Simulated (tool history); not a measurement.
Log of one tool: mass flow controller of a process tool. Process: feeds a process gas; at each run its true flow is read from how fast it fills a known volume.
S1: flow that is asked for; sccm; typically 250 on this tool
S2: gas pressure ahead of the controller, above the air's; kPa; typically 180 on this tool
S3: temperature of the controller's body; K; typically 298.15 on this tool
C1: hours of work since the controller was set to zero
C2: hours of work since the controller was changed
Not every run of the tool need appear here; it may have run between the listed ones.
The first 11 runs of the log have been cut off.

{"run": 12, "hour": 799.9, "S1": 250, "S2": 180, "S3": 309.15, "C1": 1372, "C2": 1372, "true flow (%)": 98.6}
{"run": 13, "hour": 853.5, "S1": 250, "S2": 180, "S3": 304.15, "C1": 1406, "C2": 1406, "true flow (%)": 98.57}
{"run": 14, "hour": 920.6, "S1": 250, "S2": 182, "S3": 298.15, "C1": 1449, "C2": 1449, "true flow (%)": 98.48}
{"run": 15, "hour": 1022.1, "S1": 250, "S2": 237, "S3": 298.15, "C1": 1514, "C2": 1514, "true flow (%)": 98.95}
{"run": 16, "hour": 1115.6, "S1": 250, "S2": 237, "S3": 298.15, "C1": 1574, "C2": 1574, "true flow (%)": 98.7}
{"run": 17, "hour": 1181.4, "S1": 65, "S2": 180, "S3": 298.15, "C1": 1616, "C2": 1616, "true flow (%)": 96.38}
{"run": 18, "hour": 1240.7, "S1": 65, "S2": 180, "S3": 298.15, "C1": 1654, "C2": 1654, "true flow (%)": 96.34}
{"hour": 1247.3, "done": "controller's zero set anew"}
{"run": 19, "hour": 1328.3, "S1": 65, "S2": 180, "S3": 298.15, "C1": 52, "C2": 1710, "true flow (%)": 95.8}
{"run": 20, "hour": 1382.7, "S1": 244, "S2": 180, "S3": 298.15, "C1": 87, "C2": 1745, "true flow (%)": 98.23}
{"run": 21, "hour": 1438.7, "S1": 244, "S2": 180, "S3": 298.15, "C1": 123, "C2": 1780, "true flow (%)": 97.96}
{"run": 22, "hour": 1521.4, "S1": 244, "S2": 180, "S3": 298.15, "C1": 176, "C2": 1833, "true flow (%)": 98.15}
{"hour": 1569.1, "done": "controller's zero set anew, once more"}
{"run": 23, "hour": 1589.4, "S1": 250, "S2": 157, "S3": 298.15, "C1": 13, "C2": 1877, "true flow (%)": 98.64}
{"run": 24, "hour": 1675.9, "S1": 242, "S2": 144, "S3": 299.15, "C1": 68, "C2": 1932, "true flow (%)": 98.61}
{"run": 25, "hour": 1766.6, "S1": 66, "S2": 165, "S3": 297.15, "C1": 126, "C2": 1990, "true flow (%)": 98.11}

Run 26 has not been measured yet. What should we expect?
{"run": 26, "hour": 1864.7, "S1": 250, "S2": 180, "S3": 294.15, "C1": 189, "C2": 2053, "true flow (%)": "?"}

true flow (%): 98.79
With the hidden condition absent and the run-to-run variation left alone, this run would have shown true flow (%) 99.43.
